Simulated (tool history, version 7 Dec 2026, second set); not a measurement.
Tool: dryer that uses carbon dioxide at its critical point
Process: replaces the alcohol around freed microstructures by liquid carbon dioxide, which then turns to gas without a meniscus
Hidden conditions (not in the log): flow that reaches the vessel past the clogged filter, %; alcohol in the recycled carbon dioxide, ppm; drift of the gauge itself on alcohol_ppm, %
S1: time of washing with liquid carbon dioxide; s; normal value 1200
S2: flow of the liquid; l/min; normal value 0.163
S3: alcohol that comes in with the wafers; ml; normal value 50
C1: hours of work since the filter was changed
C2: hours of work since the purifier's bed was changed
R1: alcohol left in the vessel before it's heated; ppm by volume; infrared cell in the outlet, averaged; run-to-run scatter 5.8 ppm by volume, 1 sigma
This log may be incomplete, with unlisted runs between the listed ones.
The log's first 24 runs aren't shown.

At hour 1251.6: inlet filter changed.
Run 25, hour 1262.4: usual settings but S1 1020 s, S2 0.256 l/min, S3 97 ml; C1 4; C2 852. Result: R1 153 ppm by volume.
Run 26, hour 1319.8: usual settings but S1 1680 s, S2 0.109 l/min, S3 37 ml; C1 24; C2 873. Result: R1 337 ppm by volume.
Run 27, hour 1354.0: usual settings but S1 1680 s, S2 0.109 l/min, S3 36 ml; C1 37; C2 885. Result: R1 320 ppm by volume.
Run 28, hour 1421.0: usual settings but S1 1140 s, S2 0.109 l/min, S3 36 ml; C1 61; C2 909. Result: R1 1594 ppm by volume.
Run 29, hour 1471.5: usual settings but S1 900 s, S2 0.199 l/min, S3 92 ml; C1 79; C2 927. Result: R1 788 ppm by volume.
Run 30, hour 1531.4: usual settings but S1 1920 s, S2 0.142 l/min, S3 91 ml; C1 100; C2 949. Result: R1 160 ppm by volume.
Run 31, hour 1586.3: usual settings but S1 1800 s, S3 118 ml; C1 120; C2 968. Result: R1 143 ppm by volume.
Run 32, hour 1634.5: usual settings but S1 1080 s; C1 137; C2 985. Result: R1 580 ppm by volume.
Run 33, hour 1694.8: usual settings but S1 1080 s; C1 158; C2 1007. Result: R1 599 ppm by volume.
Run 34, hour 1729.1: usual settings but S1 1800 s, S2 0.130 l/min, S3 84 ml; C1 171; C2 1019. Result: R1 274 ppm by volume.
Run 35, hour 1769.1: usual settings but S1 1800 s, S2 0.130 l/min, S3 84 ml; C1 185; C2 1034. Result: R1 268 ppm by volume.
Run 36, hour 1809.1: usual settings but S1 840 s, S3 26 ml; C1 199; C2 1048. Result: R1 984 ppm by volume.
Run 37, hour 1851.7: usual settings but S1 840 s, S3 26 ml; C1 215; C2 1063. Result: R1 980 ppm by volume.
Run 38, hour 1912.9: usual settings but S1 840 s, S3 26 ml; C1 236; C2 1085. Result: R1 1031 ppm by volume.

Branching from run 38: 5 alternative next runs. What would each branch give?
Run A, hour 1942.6: usual settings but S1 1140 s, S2 0.242 l/min, S3 79 ml; C1 247; C2 1096. Result: R1 ?.
Run B, hour 1942.6: usual settings but S1 840 s, S2 0.173 l/min, S3 26 ml; C1 247; C2 1096. Result: R1 ?.
Run C, hour 1942.6: usual settings but S1 1020 s, S2 0.167 l/min, S3 99 ml; C1 247; C2 1096. Result: R1 ?.
Run D, hour 1942.6: usual settings but S1 1020 s, S2 0.125 l/min, S3 21 ml; C1 247; C2 1096. Result: R1 ?.
Run E, hour 1942.6: usual settings but S2 0.130 l/min, S3 26 ml; C1 247; C2 1096. Result: R1 ?.

run    R1
  A   189
  B   821
  C  1407
  D  1096
  E   645
What these runs would have given with no unlogged condition in the tool:
run   R1
  A   31
  B  481
  C  836
  D  705
  E  350
